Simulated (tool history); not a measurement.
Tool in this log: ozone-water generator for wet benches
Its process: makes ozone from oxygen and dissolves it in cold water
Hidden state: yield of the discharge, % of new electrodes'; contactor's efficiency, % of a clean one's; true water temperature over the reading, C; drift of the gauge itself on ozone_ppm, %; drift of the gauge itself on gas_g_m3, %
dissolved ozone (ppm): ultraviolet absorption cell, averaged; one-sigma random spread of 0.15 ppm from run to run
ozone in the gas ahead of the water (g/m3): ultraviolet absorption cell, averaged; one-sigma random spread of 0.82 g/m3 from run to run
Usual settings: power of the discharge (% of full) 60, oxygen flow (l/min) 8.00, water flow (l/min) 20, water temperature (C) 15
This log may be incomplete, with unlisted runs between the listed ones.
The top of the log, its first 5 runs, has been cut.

run	hour	power of the discharge (% of full)	oxygen flow (l/min)	water flow (l/min)	water temperature (C)	hours of work since the electrodes were changed	hours of work since the contactor was cleaned	hours of work since the thermometer was calibrated	dissolved ozone (ppm)	ozone in the gas ahead of the water (g/m3)
6	369.1	60	8.00	20	15	3247	3666	1185	17.3	120.6
7	447.4	60	8.00	20	15	3323	3742	1262	17.2	120.2
8	522.6	60	8.00	20	15	3397	3816	1336	16.8	121.1
9	594.5	60	8.00	20	15	3467	3887	1406	17.0	120.5
10	693.0	60	8.00	20	15	3564	3983	1503	17.1	118.3
11	766.8	60	8.00	20	15	3636	4055	1575	16.8	121.1
12	858.3	60	8.00	20	15	3726	4145	1665	16.7	119.7
13	939.6	60	8.00	20	15	3806	4225	1744	16.8	118.5
14	1026.0	60	8.00	20	15	3890	4309	1829	16.8	118.5
15	1122.6	60	8.00	20	15	3985	4404	1924	16.6	119.3
16	1199.3	60	8.00	27	15	4060	4479	1999	12.8	117.8
17	1291.4	60	8.00	27	15	4150	4569	2089	12.9	115.9
18	1393.7	60	8.00	13	15	4251	4670	2189	22.1	116.6
19	1474.0	87	8.00	27	11	4329	4748	2268	16.4	140.3
20	1576.6	48	5.29	20	15	4430	4849	2368	14.7	129.2
21	1654.6	77	8.00	20	15	4506	4925	2445	18.6	131.0
22	1741.8	77	8.00	31	9	4592	5011	2530	13.9	130.5
23	1827.7	77	8.00	31	9	4676	5095	2614	13.7	129.2
24	1920.6	48	8.00	20	15	4767	5186	2705	14.6	102.4
25	2017.3	71	7.57	20	15	4861	5281	2800	17.5	128.2
26	2069.0	71	7.57	20	15	4912	5331	2851	17.4	128.2
27	2141.8	86	7.41	22	15	4983	5403	2922	17.9	140.3
28	2186.2	56	7.41	22	15	5027	5446	2966	14.6	116.2
29	2254.3	56	7.41	22	15	5094	5513	3032	14.4	115.1

The next listed run, before its measurement:
30	2333.5	56	11.74	22	15	5171	5591	3110	?	?

Run 30 gave dissolved ozone (ppm) 14.2, ozone in the gas ahead of the water (g/m3) 90.5.
The same run, on a tool lacking any hidden state, would have yielded dissolved ozone (ppm) 16.8, ozone in the gas ahead of the water (g/m3) 103.1.
